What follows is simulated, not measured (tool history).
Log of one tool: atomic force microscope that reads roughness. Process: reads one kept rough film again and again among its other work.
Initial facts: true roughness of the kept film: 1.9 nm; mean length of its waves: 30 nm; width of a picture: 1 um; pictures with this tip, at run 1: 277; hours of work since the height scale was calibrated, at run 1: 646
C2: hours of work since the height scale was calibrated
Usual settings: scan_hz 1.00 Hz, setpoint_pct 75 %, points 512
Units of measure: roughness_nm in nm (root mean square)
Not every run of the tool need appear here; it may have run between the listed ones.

Run 1, hour 0.0: usual settings; pictures with this tip 277; C2 646. Result: roughness_nm 1.497 nm (root mean square).
At hour 20.7: new tip fitted.
Run 2, hour 89.9: usual settings but points 377; pictures with this tip 97; C2 706. Result: roughness_nm 1.645 nm (root mean square).
Run 3, hour 176.6: usual settings but points 377; pictures with this tip 219; C2 764. Result: roughness_nm 1.570 nm (root mean square).
Run 4, hour 219.5: usual settings but points 377; pictures with this tip 278; C2 793. Result: roughness_nm 1.520 nm (root mean square).
At hour 237.9: new tip fitted.
Run 5, hour 283.0: usual settings but points 377; pictures with this tip 63; C2 836. Result: roughness_nm 1.690 nm (root mean square).
Run 6, hour 366.3: usual settings but setpoint_pct 83 %, points 377; pictures with this tip 179; C2 892. Result: roughness_nm 1.582 nm (root mean square).
Run 7, hour 410.3: usual settings but setpoint_pct 83 %, points 377; pictures with this tip 241; C2 922. Result: roughness_nm 1.563 nm (root mean square).
At hour 454.8: new tip fitted.
Run 8, hour 461.5: usual settings but setpoint_pct 83 %, points 911; pictures with this tip 10; C2 956. Result: roughness_nm 1.691 nm (root mean square).

For run 9, what comes out?
Run 9, hour 509.6: usual settings but scan_hz 0.94 Hz, setpoint_pct 61 %, points 748; pictures with this tip 77; C2 988. Result: roughness_nm ?.

roughness_nm: 1.712 nm (root mean square)
The same run, on a tool lacking any hidden state, would have yielded roughness_nm 1.774 nm (root mean square).

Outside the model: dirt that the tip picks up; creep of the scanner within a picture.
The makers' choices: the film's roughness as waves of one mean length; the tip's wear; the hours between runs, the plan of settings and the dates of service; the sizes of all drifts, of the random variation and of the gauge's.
